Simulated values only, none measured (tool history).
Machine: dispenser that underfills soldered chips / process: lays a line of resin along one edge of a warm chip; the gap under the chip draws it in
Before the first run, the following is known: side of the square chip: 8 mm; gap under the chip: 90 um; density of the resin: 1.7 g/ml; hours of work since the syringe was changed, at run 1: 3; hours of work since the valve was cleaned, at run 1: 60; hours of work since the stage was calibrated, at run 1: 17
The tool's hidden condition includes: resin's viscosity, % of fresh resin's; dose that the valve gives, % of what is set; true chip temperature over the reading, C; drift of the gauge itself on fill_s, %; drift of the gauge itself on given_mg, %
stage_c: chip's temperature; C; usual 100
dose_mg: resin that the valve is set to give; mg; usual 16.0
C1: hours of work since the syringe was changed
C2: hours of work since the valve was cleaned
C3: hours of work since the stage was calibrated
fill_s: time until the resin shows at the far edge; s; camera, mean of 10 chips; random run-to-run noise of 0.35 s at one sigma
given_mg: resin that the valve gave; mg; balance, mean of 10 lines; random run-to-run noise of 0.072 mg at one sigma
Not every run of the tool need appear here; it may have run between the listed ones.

run 1 hour=0.0 | stage_c=100 dose_mg=16.0 | C1=3 C2=60 C3=17 | fill_s=20.6 given_mg=15.15
run 2 hour=9.3 | stage_c=100 dose_mg=16.0 | C1=9 C2=66 C3=23 | fill_s=24.9 given_mg=15.02
-- hour=11.5 new syringe of resin
run 3 hour=16.3 | stage_c=100 dose_mg=16.0 | C1=3 C2=71 C3=27 | fill_s=21.0 given_mg=14.94
run 4 hour=20.8 | stage_c=100 dose_mg=18.2 | C1=6 C2=74 C3=30 | fill_s=23.5 given_mg=17.00
run 5 hour=25.0 | stage_c=114 dose_mg=16.0 | C1=9 C2=77 C3=33 | fill_s=15.8 given_mg=14.93
-- hour=26.7 new syringe of resin
run 6 hour=33.7 | stage_c=114 dose_mg=14.6 | C1=5 C2=82 C3=39 | fill_s=13.5 given_mg=13.49
run 7 hour=39.3 | stage_c=114 dose_mg=14.6 | C1=8 C2=86 C3=43 | fill_s=15.4 given_mg=13.41
-- hour=42.0 new syringe of resin
run 8 hour=47.5 | stage_c=114 dose_mg=14.6 | C1=4 C2=91 C3=48 | fill_s=13.7 given_mg=13.47
run 9 hour=53.7 | stage_c=114 dose_mg=14.6 | C1=8 C2=96 C3=52 | fill_s=15.0 given_mg=13.28
-- hour=57.1 new syringe of resin
run 10 hour=60.5 | stage_c=100 dose_mg=16.0 | C1=2 C2=100 C3=56 | fill_s=20.4 given_mg=14.66
run 11 hour=65.6 | stage_c=100 dose_mg=16.0 | C1=6 C2=103 C3=60 | fill_s=23.5 given_mg=14.63
run 12 hour=69.9 | stage_c=100 dose_mg=16.0 | C1=9 C2=106 C3=63 | fill_s=25.2 given_mg=14.45

Forecast run 13:
-- hour=72.6 new syringe of resin
run 13 hour=75.5 | stage_c=101 dose_mg=13.8 | C1=2 C2=110 C3=66 | fill_s=? given_mg=?

Logged for run 13: fill_s 20.0 s, given_mg 12.43 mg.
If the tool had no hidden condition, the same run with the same run-to-run variation would have returned fill_s 18.3 s, given_mg 13.76 mg.
